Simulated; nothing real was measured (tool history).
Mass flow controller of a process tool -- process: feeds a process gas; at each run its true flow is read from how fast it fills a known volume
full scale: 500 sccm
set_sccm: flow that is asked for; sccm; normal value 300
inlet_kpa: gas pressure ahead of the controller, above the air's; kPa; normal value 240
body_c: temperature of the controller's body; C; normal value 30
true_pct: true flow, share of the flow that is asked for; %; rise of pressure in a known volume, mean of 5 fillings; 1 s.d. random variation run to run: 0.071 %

| run | hour | set_sccm | inlet_kpa | body_c | true_pct |
|---|---|---|---|---|---|
| 1 | 0.0 | 300 | 240 | 30 | 99.92 |
| 2 | 319.4 | 300 | 240 | 30 | 99.81 |
| 3 | 506.2 | 300 | 145 | 30 | 99.12 |
| 4 | 724.2 | 300 | 145 | 30 | 98.96 |
| 5 | 1070.7 | 300 | 145 | 30 | 99.12 |
| 6 | 1279.9 | 300 | 145 | 30 | 99.16 |
| 7 | 1453.8 | 300 | 233 | 30 | 99.80 |
| 8 | 1647.4 | 300 | 233 | 30 | 99.77 |

Run 9 has not been measured yet. What should we expect?
|  | 1674.7 | controller's zero set anew |
| 9 | 1970.0 | 300 | 233 | 30 | ? |

{"run 9": {"true_pct": 98.49}}
Without the tool's hidden state the same run would have given true_pct 99.99 %.
